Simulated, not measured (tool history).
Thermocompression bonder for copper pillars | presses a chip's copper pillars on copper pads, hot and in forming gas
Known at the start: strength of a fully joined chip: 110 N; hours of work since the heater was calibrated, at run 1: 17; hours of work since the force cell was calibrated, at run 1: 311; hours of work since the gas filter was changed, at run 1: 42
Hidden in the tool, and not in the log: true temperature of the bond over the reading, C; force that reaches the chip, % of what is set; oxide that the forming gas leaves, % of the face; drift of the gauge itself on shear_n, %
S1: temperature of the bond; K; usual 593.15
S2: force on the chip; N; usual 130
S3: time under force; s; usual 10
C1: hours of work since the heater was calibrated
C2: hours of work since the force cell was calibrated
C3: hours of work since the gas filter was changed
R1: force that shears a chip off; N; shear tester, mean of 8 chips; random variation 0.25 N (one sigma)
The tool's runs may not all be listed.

| run | hour | S1 | S2 | S3 | C1 | C2 | C3 | R1 |
|---|---|---|---|---|---|---|---|---|
| 1 | 0 | 593.15 | 130 | 10 | 17 | 311 | 42 | 47.6 |
| 2 | 10.8 | 593.15 | 130 | 10 | 21 | 316 | 46 | 47.8 |
| 3 | 21.5 | 593.15 | 130 | 10 | 26 | 320 | 51 | 47.3 |
| 4 | 31 | 593.15 | 130 | 10 | 30 | 324 | 55 | 47.4 |
| 5 | 41.3 | 593.15 | 106 | 10 | 34 | 328 | 59 | 38.6 |
| 6 | 54.9 | 593.15 | 130 | 10 | 39 | 334 | 64 | 47.6 |
| 7 | 68.8 | 593.15 | 130 | 10 | 45 | 339 | 70 | 47.7 |
| 8 | 81.9 | 593.15 | 130 | 10 | 50 | 345 | 75 | 47.3 |
| 9 | 90.1 | 593.15 | 130 | 10 | 54 | 348 | 79 | 47.1 |
| 10 | 101.2 | 593.15 | 130 | 10 | 58 | 352 | 83 | 47 |
| 11 | 116.2 | 593.15 | 130 | 10 | 64 | 358 | 89 | 47.2 |
| 12 | 125.9 | 593.15 | 130 | 10 | 68 | 362 | 93 | 47.2 |
| 13 | 139.3 | 593.15 | 130 | 10 | 74 | 368 | 98 | 47 |
| 14 | 147 | 593.15 | 130 | 10 | 77 | 371 | 102 | 46.6 |
| 15 | 162.6 | 593.15 | 121 | 10 | 83 | 377 | 108 | 44.4 |
| 16 | 173.9 | 593.15 | 121 | 10 | 88 | 382 | 113 | 44.5 |
|  | 177 | heater calibrated with a thermocouple chip |
| 17 | 183.6 | 593.15 | 108 | 10 | 3 | 385 | 116 | 39 |
| 18 | 192.8 | 593.15 | 108 | 10 | 6 | 389 | 119 | 39.4 |
| 19 | 207.4 | 593.15 | 108 | 10 | 12 | 395 | 125 | 39.5 |
| 20 | 213.9 | 593.15 | 108 | 10 | 15 | 397 | 128 | 39.1 |
| 21 | 226.4 | 593.15 | 108 | 7 | 20 | 402 | 133 | 33.9 |
| 22 | 241.3 | 593.15 | 134 | 9 | 26 | 408 | 139 | 46.5 |
|  | 244.7 | heater calibrated with a thermocouple chip, once more |
| 23 | 254.8 | 593.15 | 134 | 9 | 4 | 413 | 144 | 46.5 |
| 24 | 265 | 573.15 | 112 | 10 | 8 | 417 | 148 | 30.3 |
| 25 | 271.7 | 593.15 | 130 | 6 | 11 | 420 | 151 | 38.2 |
| 26 | 285.2 | 593.15 | 130 | 6 | 16 | 425 | 156 | 38.8 |
| 27 | 300.7 | 573.15 | 97 | 17 | 23 | 432 | 162 | 31.8 |
| 28 | 314.1 | 619.15 | 87 | 27 | 28 | 437 | 168 | 62.1 |
| 29 | 326 | 614.15 | 130 | 8 | 33 | 442 | 173 | 55.8 |
| 30 | 335.6 | 575.15 | 130 | 13 | 37 | 446 | 177 | 41.1 |
| 31 | 350.5 | 575.15 | 130 | 13 | 43 | 452 | 183 | 41 |
| 32 | 364.8 | 588.15 | 90 | 10 | 49 | 458 | 188 | 30 |
| 33 | 375.2 | 618.15 | 187 | 10 | 53 | 462 | 193 | 80.6 |
| 34 | 390.4 | 613.15 | 128 | 10 | 59 | 468 | 199 | 58.7 |
| 35 | 403.5 | 613.15 | 128 | 10 | 64 | 473 | 204 | 57.9 |
| 36 | 412.4 | 607.15 | 130 | 10 | 68 | 477 | 208 | 55 |
| 37 | 427.4 | 607.15 | 130 | 10 | 74 | 483 | 214 | 55.3 |
| 38 | 435.1 | 622.15 | 141 | 10 | 77 | 486 | 217 | 68.7 |
| 39 | 448.5 | 622.15 | 141 | 10 | 83 | 492 | 222 | 68.8 |

The same runs without the tool's hidden state, with the same run-to-run variation:
| run | R1 |
|---|---|
| 1 | 48.8 |
| 2 | 48.9 |
| 3 | 48.5 |
| 4 | 48.6 |
| 5 | 39.7 |
| 6 | 48.8 |
| 7 | 48.9 |
| 8 | 48.5 |
| 9 | 48.4 |
| 10 | 48.3 |
| 11 | 48.5 |
| 12 | 48.5 |
| 13 | 48.3 |
| 14 | 48 |
| 15 | 45.7 |
| 16 | 45.8 |
| 17 | 40.3 |
| 18 | 40.6 |
| 19 | 40.8 |
| 20 | 40.4 |
| 21 | 35 |
| 22 | 48 |
| 23 | 48 |
| 24 | 31.4 |
| 25 | 39.5 |
| 26 | 40.2 |
| 27 | 33 |
| 28 | 64.1 |
| 29 | 57.7 |
| 30 | 42.6 |
| 31 | 42.5 |
| 32 | 31.2 |
| 33 | 83.2 |
| 34 | 60.8 |
| 35 | 60 |
| 36 | 57 |
| 37 | 57.4 |
| 38 | 71.2 |
| 39 | 71.4 |
